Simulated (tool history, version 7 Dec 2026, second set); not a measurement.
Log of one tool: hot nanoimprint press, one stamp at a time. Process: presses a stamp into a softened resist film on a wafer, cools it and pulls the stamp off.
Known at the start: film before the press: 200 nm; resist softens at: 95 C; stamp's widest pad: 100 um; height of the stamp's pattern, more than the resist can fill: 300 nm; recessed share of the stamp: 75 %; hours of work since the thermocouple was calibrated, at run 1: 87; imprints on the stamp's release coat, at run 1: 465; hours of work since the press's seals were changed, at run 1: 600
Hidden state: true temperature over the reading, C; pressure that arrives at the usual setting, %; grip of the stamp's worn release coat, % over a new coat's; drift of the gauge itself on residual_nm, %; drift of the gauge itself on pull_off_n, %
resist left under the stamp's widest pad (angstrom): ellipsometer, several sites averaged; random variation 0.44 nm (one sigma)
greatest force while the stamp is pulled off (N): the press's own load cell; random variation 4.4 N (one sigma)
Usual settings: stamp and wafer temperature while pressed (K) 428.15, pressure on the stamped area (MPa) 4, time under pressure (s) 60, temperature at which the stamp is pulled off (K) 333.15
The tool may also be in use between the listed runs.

run,hour,stamp and wafer temperature while pressed (K),pressure on the stamped area (MPa),time under pressure (s),temperature at which the stamp is pulled off (K),hours of work since the thermocouple was calibrated,imprints on the stamp's release coat,hours of work since the press's seals were changed,resist left under the stamp's widest pad (angstrom),greatest force while the stamp is pulled off (N)
1,0,428.15,4,60,333.15,87,465,600,954,209
2,22.1,428.15,4,60,333.15,102,519,615,952,219
3,43.2,428.15,4,60,333.15,117,569,629,948,210
4,63.5,428.15,4,60,328.15,131,618,643,957,226
5,88.5,428.15,4,60,320.15,148,678,661,953,234
6,117,428.15,4,60,320.15,168,746,680,958,239
7,141.2,428.15,4,47,333.15,184,805,697,1051,214
8,161.5,428.15,4,60,333.15,198,853,711,961,221
9,191,428.15,4,60,333.15,219,924,731,966,220
10,213.6,428.15,4,60,333.15,234,978,747,968,214
11,240,428.15,4,60,333.15,253,1042,765,972,216
12,252.3,428.15,4.7,60,333.15,261,1071,774,906,217
13,265.8,428.15,5.16,60,333.15,270,1104,783,868,217
14,289.9,428.15,5.16,60,333.15,287,1162,799,869,215
15,319.2,428.15,5.16,60,327.15,307,1232,820,871,230
# hour 330.9: gauge calibrated
16,334.1,428.15,3.3,77,327.15,317,1268,830,932,229
# hour 344.8: stamp cleaned and given a new release coat
17,361.4,423.15,2.51,71,340.15,332,40,845,1363,200
18,374.9,423.15,2.63,78,340.15,341,72,854,1300,198
19,403.9,423.15,2.63,78,340.15,361,142,874,1321,207
20,418,423.15,2.63,78,340.15,371,176,884,1318,195
21,441.9,423.15,2.63,78,340.15,388,233,900,1321,206
22,467.5,428.15,6.19,60,333.15,405,295,918,789,211
23,487.2,428.15,6.19,60,333.15,419,342,931,798,221
24,504.3,428.15,6.19,60,333.15,431,383,943,795,212
25,519.5,428.15,6.19,48,331.15,441,420,954,877,216
26,543.2,428.15,3.93,48,321.15,458,477,970,1054,242
27,559.2,428.15,3.93,48,321.15,469,515,981,1055,238
28,580.1,428.15,3.93,48,321.15,483,565,995,1051,240
# hour 590: gauge calibrated
29,602.8,423.15,5.07,66,340.15,499,620,1011,1097,205

Forecast each of these 4 alternatives for the next run:
# hour 627.6: plate thermocouple calibrated
A,632.7,428.15,4.94,60,331.15,4,684,1030,?,?
# hour 627.6: plate thermocouple calibrated
B,632.7,428.15,4,60,333.15,4,684,1030,?,?
# hour 627.6: plate thermocouple calibrated
C,632.7,431.15,5.07,66,340.15,4,684,1030,?,?
# hour 627.6: plate thermocouple calibrated
D,632.7,428.15,4,93,336.15,4,684,1030,?,?

run,resist left under the stamp's widest pad (angstrom),greatest force while the stamp is pulled off (N)
A,870,214
B,953,221
C,697,204
D,804,207
Without the tool's hidden state the same runs would have given:
run,resist left under the stamp's widest pad (angstrom),greatest force while the stamp is pulled off (N)
A,866,213
B,950,220
C,695,203
D,802,206

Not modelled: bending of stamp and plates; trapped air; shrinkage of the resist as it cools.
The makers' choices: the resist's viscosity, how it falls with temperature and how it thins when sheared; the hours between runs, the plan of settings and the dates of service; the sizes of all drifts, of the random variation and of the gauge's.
